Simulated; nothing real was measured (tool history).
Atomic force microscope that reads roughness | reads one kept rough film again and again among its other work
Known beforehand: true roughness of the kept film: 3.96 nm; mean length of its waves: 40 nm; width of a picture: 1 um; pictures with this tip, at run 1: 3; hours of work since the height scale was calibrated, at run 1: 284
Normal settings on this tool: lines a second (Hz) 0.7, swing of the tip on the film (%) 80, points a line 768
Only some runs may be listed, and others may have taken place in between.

run,day,lines a second (Hz),swing of the tip on the film (%),points a line,pictures with this tip,hours of work since the height scale was calibrated,roughness of the kept film (nm (root mean square))
1,0,0.7,80,768,3,284,3.442
2,0.7,0.7,80,768,31,295,3.39
3,1.454,0.7,80,768,62,306,3.324
4,2.167,0.7,80,768,91,317,3.257
5,2.904,0.7,80,270,121,328,3.192
6,3.625,0.7,80,768,150,339,3.165
7,4.358,0.7,80,768,180,350,3.129
8,4.833,0.7,80,768,199,358,3.098
9,5.517,0.7,80,768,227,368,3.049
10,5.858,0.7,80,768,241,373,3.012
11,6.412,0.7,80,768,264,382,3.023
12,6.975,0.7,80,768,287,391,2.98
13,7.504,0.7,73,768,308,399,2.978
14,7.988,0.7,80,768,328,406,2.894
15,8.529,0.7,72,768,350,414,2.921
# day 8.721: new tip fitted
16,9.058,0.7,72,768,14,422,3.496
17,9.558,0.7,72,768,34,430,3.447
18,10.15,0.7,72,768,58,439,3.371
19,10.75,0.7,72,768,83,448,3.356
20,11.392,0.7,72,768,109,458,3.292
21,11.879,0.7,72,768,129,465,3.279
22,12.283,0.7,72,768,145,471,3.223
23,12.85,0.7,72,768,168,480,3.175
24,13.229,3.189,80,768,183,486,2.74
25,13.717,3.189,80,768,203,493,2.719
26,14.529,0.784,80,961,236,506,3.033
27,15.308,0.784,80,961,268,518,2.972
28,16.017,2.569,80,1023,297,529,2.664
29,16.429,2.569,80,1023,314,535,2.66
30,17.075,0.7,85,721,340,545,2.847
# day 17.488: new tip fitted
31,17.758,0.7,85,721,11,555,3.414
32,18.538,0.889,66,639,43,567,3.44
33,18.925,0.939,82,532,58,573,3.316
34,19.742,0.939,82,532,92,585,3.251
35,20.367,0.939,82,532,117,595,3.201
36,20.983,0.939,82,532,142,604,3.155
37,21.625,1.18,80,401,169,614,3.072
38,22.112,1.883,66,401,188,622,3.103
39,22.458,1.883,81,775,202,627,2.925
40,23.204,1.918,55,270,233,638,3.094
41,23.633,1.918,55,270,250,645,3.048
42,24.167,0.834,67,768,272,653,3.065
43,24.571,0.7,70,626,288,659,3.025
44,24.908,1.019,70,626,302,664,2.992
45,25.517,1.019,70,626,327,674,2.95
# day 26.279: new tip fitted
46,26.292,1.019,70,626,1,685,3.508
47,26.796,1.142,56,639,21,693,3.522
48,27.504,1.326,85,974,50,704,3.209
49,28.079,0.7,89,390,73,713,3.251

Branching from run 49: 4 alternative next runs. What would each branch give?
A,28.467,2.401,81,768,89,718,?
B,28.467,0.7,80,492,89,718,?
C,28.467,0.7,81,520,89,718,?
D,28.467,1.655,64,770,89,718,?

run,roughness of the kept film (nm (root mean square))
A,2.98
B,3.304
C,3.304
D,3.328
Without the tool's unlogged condition, the same runs would have read:
run,roughness of the kept film (nm (root mean square))
A,3.107
B,3.444
C,3.444
D,3.469
